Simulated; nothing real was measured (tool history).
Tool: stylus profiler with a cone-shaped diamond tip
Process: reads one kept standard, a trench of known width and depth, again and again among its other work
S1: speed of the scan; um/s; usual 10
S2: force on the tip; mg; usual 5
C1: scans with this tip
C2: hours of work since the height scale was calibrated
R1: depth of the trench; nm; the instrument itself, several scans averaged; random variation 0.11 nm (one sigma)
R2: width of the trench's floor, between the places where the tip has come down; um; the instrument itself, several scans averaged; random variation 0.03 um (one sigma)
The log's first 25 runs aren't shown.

run	day	S1	S2	C1	C2	R1	R2
26	24.262	14	5.24	6074	434	506.67	96.95
27	24.871	35	3.17	6221	445	504.88	96.9
28	25.738	6	2.32	6432	460	503.84	96.99
29	26.483	22	13.75	6612	473	512.65	96.94
30	27.475	22	13.75	6853	490	512.63	96.97
31	28.838	10	5.71	7183	514	506.81	96.96
32	29.833	6	5	7425	531	506.34	96.94
33	30.938	4	6.21	7692	550	507.33	96.96
34	31.567	4	6.21	7845	561	507.38	97.02
35	32.608	4	6.21	8098	579	507.22	96.99
36	33.754	4	4.33	8375	599	505.85	96.98
37	34.575	30	8.72	8575	613	509.36	96.93
38	35.688	3	8.72	8845	632	509.2	96.97
39	37.017	7	5.09	9167	655	506.55	97.02
40	37.679	7	5.09	9328	667	506.43	96.95
41	38.829	7	5.09	9606	687	506.35	96.98
42	39.829	32	2.04	9848	704	503.54	96.87

Forecast each of these 4 alternatives for the next run:
A	40.675	21	1.79	10054	719	?	?
B	40.675	21	13.18	10054	719	?	?
C	40.675	14	2.54	10054	719	?	?
D	40.675	2	3.04	10054	719	?	?

run	R1	R2
A	503.32	96.85
B	512.16	96.98
C	504.02	96.96
D	504.74	97.05
Without the tool's hidden state the same runs would have given:
run	R1	R2
A	503.31	96.86
B	512.15	96.99
C	504.01	96.96
D	504.73	97.05

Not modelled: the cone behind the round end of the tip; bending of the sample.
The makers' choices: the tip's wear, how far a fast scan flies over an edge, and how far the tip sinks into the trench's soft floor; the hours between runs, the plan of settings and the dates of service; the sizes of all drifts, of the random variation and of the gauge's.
